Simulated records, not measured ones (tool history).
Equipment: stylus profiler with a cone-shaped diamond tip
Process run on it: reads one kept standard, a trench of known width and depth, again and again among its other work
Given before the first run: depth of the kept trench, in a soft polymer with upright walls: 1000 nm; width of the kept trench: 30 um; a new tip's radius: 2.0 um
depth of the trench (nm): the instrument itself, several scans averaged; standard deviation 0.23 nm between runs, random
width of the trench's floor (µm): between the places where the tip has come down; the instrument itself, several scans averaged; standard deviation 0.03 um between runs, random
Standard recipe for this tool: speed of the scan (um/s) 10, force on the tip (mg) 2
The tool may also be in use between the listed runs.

run,day,speed of the scan (um/s),force on the tip (mg),depth of the trench (nm),width of the trench's floor (µm)
1,0,10,2,1013.25,26
2,3.042,10,2,1013.14,25.97
3,5.638,10,2,1013.42,25.96
4,8.75,10,2,1013.45,25.99
5,10.438,10,2,1013.49,25.98
6,12.05,10,2,1013.53,25.93
7,14.033,10,2,1013.69,25.99
8,16.054,6,2,1013.41,25.93
9,18.462,6,2,1013.98,25.95
10,21.012,4,2.25,1014.8,25.96
11,23.246,12,1.49,1011.89,25.87
12,26.65,5,0.83,1010.12,25.89
13,29.35,7,1.04,1010.32,25.84
14,31.8,7,4.34,1020.41,25.89
15,33.346,7,1.4,1012.41,25.86
16,36.692,8,3.34,1017.78,25.84
17,39.275,8,3.67,1019.1,25.86
18,42.271,7,3.26,1018.35,25.86

Pick out some run-to-run changes in depth of the trench (nm). Of each, how much would a tool without hidden state show as well, from the settings, what came in and chance, and how much is left for the hidden state and any gauge scatter not in both results compared?
Unlogged tool condition in this case: radius of the tip, um; height scale over the true one, %; drift of the gauge itself on depth_nm, %; drift of the gauge itself on floor_um, %.
Run 13 -> 14: force on the tip (mg) 1.04 -> 4.34. depth of the trench (nm) +10.09: hidden state +0.14, all else +9.95.
Run 15 -> 16: speed of the scan (um/s) 7 -> 8, force on the tip (mg) 1.4 -> 3.34. depth of the trench (nm) +5.37: hidden state +0.16, all else +5.21.
